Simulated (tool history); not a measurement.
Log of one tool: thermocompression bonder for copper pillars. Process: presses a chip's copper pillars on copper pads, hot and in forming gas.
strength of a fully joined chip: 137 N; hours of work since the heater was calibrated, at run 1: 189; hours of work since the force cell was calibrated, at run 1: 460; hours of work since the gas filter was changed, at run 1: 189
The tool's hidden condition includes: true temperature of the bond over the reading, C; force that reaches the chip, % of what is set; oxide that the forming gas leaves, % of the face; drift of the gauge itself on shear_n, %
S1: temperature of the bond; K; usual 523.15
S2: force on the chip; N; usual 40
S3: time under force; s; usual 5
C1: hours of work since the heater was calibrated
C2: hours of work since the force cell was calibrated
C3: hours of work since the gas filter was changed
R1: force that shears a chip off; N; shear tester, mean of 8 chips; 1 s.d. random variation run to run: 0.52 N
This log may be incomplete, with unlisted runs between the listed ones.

run 1 hour=0 | S1=523.15 S2=40 S3=5 | C1=189 C2=460 C3=189 | R1=56.2
-- hour=14.5 forming gas filter changed
run 2 hour=14.5 | S1=523.15 S2=40 S3=3 | C1=199 C2=470 C3=0 | R1=45.6
run 3 hour=33.9 | S1=523.15 S2=24 S3=5 | C1=213 C2=484 C3=14 | R1=35.9
run 4 hour=52.1 | S1=523.15 S2=24 S3=5 | C1=226 C2=497 C3=27 | R1=35.9
run 5 hour=63.9 | S1=523.15 S2=24 S3=5 | C1=235 C2=506 C3=36 | R1=35.8
run 6 hour=79.9 | S1=523.15 S2=40 S3=9 | C1=246 C2=517 C3=48 | R1=67.4
run 7 hour=90 | S1=501.15 S2=59 S3=5 | C1=254 C2=525 C3=55 | R1=53.6
run 8 hour=104.8 | S1=528.15 S2=48 S3=5 | C1=264 C2=535 C3=66 | R1=68.2
run 9 hour=118 | S1=528.15 S2=48 S3=5 | C1=274 C2=545 C3=75 | R1=68.3
run 10 hour=130.3 | S1=528.15 S2=48 S3=5 | C1=283 C2=554 C3=84 | R1=68.6
run 11 hour=140.8 | S1=528.15 S2=48 S3=5 | C1=290 C2=562 C3=92 | R1=68.7
run 12 hour=158.8 | S1=547.15 S2=37 S3=5 | C1=304 C2=575 C3=105 | R1=71.4

Consider 4 possible next runs. They are alternatives, not a sequence: every one starts from the tool as it was left by run 12. What does each give?
run A hour=177 | S1=520.15 S2=36 S3=5 | C1=317 C2=588 C3=118 | R1=?
run B hour=177 | S1=547.15 S2=37 S3=11 | C1=317 C2=588 C3=118 | R1=?
run C hour=177 | S1=546.15 S2=30 S3=5 | C1=317 C2=588 C3=118 | R1=?
run D hour=177 | S1=549.15 S2=47 S3=4 | C1=317 C2=588 C3=118 | R1=?

run=A R1=48.4
run=B R1=90.6
run=C R1=59.5
run=D R1=80.1
Without the tool's hidden state the same runs would have given:
run=A R1=48.6
run=B R1=91
run=C R1=59.8
run=D R1=80.5
